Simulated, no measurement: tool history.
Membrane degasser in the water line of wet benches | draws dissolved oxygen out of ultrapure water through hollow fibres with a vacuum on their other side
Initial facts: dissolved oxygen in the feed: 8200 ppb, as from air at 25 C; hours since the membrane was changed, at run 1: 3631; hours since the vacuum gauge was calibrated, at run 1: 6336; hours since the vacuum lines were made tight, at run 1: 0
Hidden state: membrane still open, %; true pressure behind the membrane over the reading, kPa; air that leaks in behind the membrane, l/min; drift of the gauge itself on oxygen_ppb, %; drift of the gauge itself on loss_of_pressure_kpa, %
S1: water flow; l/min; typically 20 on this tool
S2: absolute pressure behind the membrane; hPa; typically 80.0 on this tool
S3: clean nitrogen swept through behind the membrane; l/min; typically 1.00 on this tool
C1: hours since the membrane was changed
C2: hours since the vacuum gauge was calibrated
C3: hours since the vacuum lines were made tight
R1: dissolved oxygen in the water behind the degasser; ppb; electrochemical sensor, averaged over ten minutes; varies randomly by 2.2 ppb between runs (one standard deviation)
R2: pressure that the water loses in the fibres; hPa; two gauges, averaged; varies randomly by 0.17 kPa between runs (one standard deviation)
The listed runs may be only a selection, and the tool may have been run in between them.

run,hour,S1,S2,S3,C1,C2,C3,R1,R2
1,0.0,20,80.0,1.00,3631,6336,0,245.7,296.0
2,219.9,20,80.0,1.00,3851,6556,220,245.3,295.9
3,411.1,20,80.0,1.00,4042,6747,411,242.4,297.5
4,615.0,20,80.0,0.82,4246,6951,615,289.4,298.5
5,826.9,20,155.7,1.00,4458,7163,827,559.0,300.0
6,966.0,20,155.7,1.00,4597,7302,966,554.8,300.5
7,1207.1,20,155.7,1.00,4838,7543,1207,557.1,303.7
8,1383.9,20,155.7,1.00,5015,7720,1384,551.3,300.0
9,1590.3,20,80.0,1.00,5221,7926,1590,254.4,301.5
10,1767.6,20,80.0,1.00,5398,8103,1768,244.3,300.0
# hour 1807.4: vacuum gauge calibrated
11,1909.0,20,80.0,1.00,5539,102,1908,226.2,299.1
12,2021.5,20,80.0,1.00,5652,214,2021,222.6,302.6
13,2201.4,20,80.0,1.00,5832,394,2201,223.7,301.7
14,2381.5,20,195.5,2.55,6012,574,2381,315.1,298.8
15,2564.5,30,80.3,2.62,6195,757,2564,162.9,451.2
16,2781.4,30,72.1,1.00,6412,974,2781,281.0,448.7
17,3026.5,20,148.3,0.48,6657,1219,3026,909.1,301.8
18,3163.9,14,51.7,0.81,6794,1356,3163,89.1,213.9
19,3324.2,16,82.7,2.26,6954,1517,3324,98.6,242.0
20,3535.8,20,53.2,1.00,7166,1728,3535,114.6,298.4
21,3641.3,20,53.2,1.00,7272,1834,3641,116.8,305.6
22,3750.5,12,96.3,2.91,7381,1943,3750,73.0,180.3
23,3947.0,12,96.3,2.91,7577,2140,3947,72.4,185.0

Subtracting, for every run, the result it would have given without the tool's unlogged condition from the measured result gives the following. The same run-to-run variation enters both numbers; the gauge's scatter may not:
run,R1,R2
1,+21.2,+5.7
2,+21.8,+6.0
3,+22.2,+6.4
4,+26.8,+6.6
5,+23.1,+7.0
6,+23.4,+7.1
7,+24.3,+7.6
8,+24.6,+7.8
9,+26.7,+8.2
10,+26.0,+8.4
11,+2.8,+8.7
12,+3.2,+8.8
13,+3.8,+9.2
14,+5.4,+9.4
15,+6.8,+14.6
16,+8.2,+15.1
17,+7.2,+10.5
18,+4.8,+7.5
19,+4.5,+8.7
20,+7.6,+11.2
21,+8.0,+11.5
22,+3.7,+7.0
23,+3.8,+7.1
